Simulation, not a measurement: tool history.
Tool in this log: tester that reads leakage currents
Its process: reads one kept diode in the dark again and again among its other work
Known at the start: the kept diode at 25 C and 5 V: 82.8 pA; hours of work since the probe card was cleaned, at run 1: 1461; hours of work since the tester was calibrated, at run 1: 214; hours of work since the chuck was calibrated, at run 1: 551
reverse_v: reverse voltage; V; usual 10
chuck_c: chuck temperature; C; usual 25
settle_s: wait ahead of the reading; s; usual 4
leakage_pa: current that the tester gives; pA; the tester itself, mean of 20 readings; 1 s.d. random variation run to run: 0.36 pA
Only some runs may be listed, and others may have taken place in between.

run	hour	reverse_v	chuck_c	settle_s	hours of work since the probe card was cleaned	hours of work since the tester was calibrated	hours of work since the chuck was calibrated	leakage_pa
1	0	10	25	4	1461	214	551	115.43
2	176.8	10	25	4	1561	314	650	114.94
# hour 359.9: probe card cleaned and baked
3	446.6	10	25	4	49	464	801	106.31
4	589.1	10	25	3.79	129	545	881	106.74
# hour 865.6: chuck's temperature calibrated
5	872.6	10	25	2.73	288	703	4	121.18
6	1114.8	4.6	25	4	425	840	141	79.92
7	1382.2	4.6	25	4	576	991	291	78.72
8	1555.7	4.6	25	4	673	1089	389	78.06
9	1765.9	4.6	25	4	792	1207	508	77.52
10	1962.3	3.7	25	4	903	1318	619	68.6
11	2173.5	3.7	25	4	1022	1437	738	67.86
12	2367.9	9.4	21	1.54	1132	1547	847	79.25
13	2563.4	9.4	21	1.54	1242	1657	958	79.1
# hour 2694.5: chuck's temperature calibrated
14	2797.7	9.4	21	1.54	1373	1788	58	86.48
15	2922.3	14.8	25	5.98	1443	1858	128	150.29
16	3102.3	10.3	28	0.62	1545	1960	230	164.02
# hour 3321.5: probe card cleaned and baked
17	3347.5	2.3	28	0.51	15	2097	367	71.33
18	3625.3	16.8	41	0.48	171	2253	523	567.04
19	3763.8	16.8	41	0.48	249	2331	601	562.68
# hour 3813.9: tester calibrated
20	3980.9	4.1	54	3.74	371	94	723	702.02
21	4234.4	4.1	54	3.74	514	237	866	693.06
22	4394.3	2.1	54	1.16	604	327	956	489.74

Some steps in leakage_pa, run to run, broken into two amounts with sign: the step expected even without the hidden condition (settings, incoming material, random variation), and the rest, left for the hidden condition together with whatever gauge scatter is not in both the measured and the hidden-condition-free result:
Hidden conditions of the tool in this case: stray current of the dirty probe card, pA a volt; current scale over the true one, %; true chuck temperature over the reading, C; drift of the gauge itself on leakage_pa, %.
Run 17 -> 18: reverse_v 2.3 -> 16.8, chuck_c 28 -> 41, settle_s 0.51 -> 0.48. leakage_pa +495.71 pA: hidden state -24.5, all else +520.21.
Run 19 -> 20: reverse_v 16.8 -> 4.1, chuck_c 41 -> 54, settle_s 0.48 -> 3.74, tester calibrated. leakage_pa +139.34 pA: hidden state -23.42, all else +162.76.
Run 21 -> 22: reverse_v 4.1 -> 2.1, settle_s 3.74 -> 1.16. leakage_pa -203.32 pA: hidden state +14.1, all else -217.42.
